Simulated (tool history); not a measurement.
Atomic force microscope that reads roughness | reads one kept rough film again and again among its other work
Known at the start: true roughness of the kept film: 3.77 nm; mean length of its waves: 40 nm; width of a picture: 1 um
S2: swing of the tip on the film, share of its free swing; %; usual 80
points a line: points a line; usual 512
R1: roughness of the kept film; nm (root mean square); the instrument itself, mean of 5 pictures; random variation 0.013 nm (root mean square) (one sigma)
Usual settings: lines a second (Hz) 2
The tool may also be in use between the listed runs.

Run 1, day 0: usual settings. Result: R1 2.83 nm (root mean square).
Run 2, day 2.267: usual settings. Result: R1 2.824 nm (root mean square).
Run 3, day 3.817: usual settings but S2 64 %. Result: R1 3.102 nm (root mean square).
Run 4, day 5.879: usual settings. Result: R1 2.757 nm (root mean square).
At day 7.117: new tip fitted.
Run 5, day 7.488: usual settings. Result: R1 2.941 nm (root mean square).
At day 7.712: height scale calibrated on a step standard.
Run 6, day 9.225: usual settings but lines a second (Hz) 2.11, S2 75 %. Result: R1 2.985 nm (root mean square).
Run 7, day 11.4: usual settings but lines a second (Hz) 0.5, S2 76 %, points a line 813. Result: R1 3.326 nm (root mean square).
Run 8, day 13.383: usual settings but lines a second (Hz) 0.58, S2 86 %, points a line 410. Result: R1 3.129 nm (root mean square).
Run 9, day 15.417: usual settings but S2 58 %, points a line 381. Result: R1 3.183 nm (root mean square).
Run 10, day 16.933: usual settings but S2 58 %, points a line 381. Result: R1 3.15 nm (root mean square).

5 ways to go on from here, each from the tool as it stands after run 10. What would each give?
Run A, day 18.771: usual settings but S2 73 %, points a line 678. Result: R1 ?.
Run B, day 18.771: usual settings but lines a second (Hz) 2.73, S2 64 %, points a line 963. Result: R1 ?.
Run C, day 18.771: usual settings but points a line 1019. Result: R1 ?.
Run D, day 18.771: usual settings but S2 58 %, points a line 385. Result: R1 ?.
Run E, day 18.771: usual settings but lines a second (Hz) 1.03. Result: R1 ?.

run     R1
  A  2.883
  B  2.993
  C  2.741
  D  3.123
  E  2.996
Without the tool's hidden state the same runs would have given:
run     R1
  A  3.139
  B  3.259
  C  2.984
  D    3.4
  E  3.262

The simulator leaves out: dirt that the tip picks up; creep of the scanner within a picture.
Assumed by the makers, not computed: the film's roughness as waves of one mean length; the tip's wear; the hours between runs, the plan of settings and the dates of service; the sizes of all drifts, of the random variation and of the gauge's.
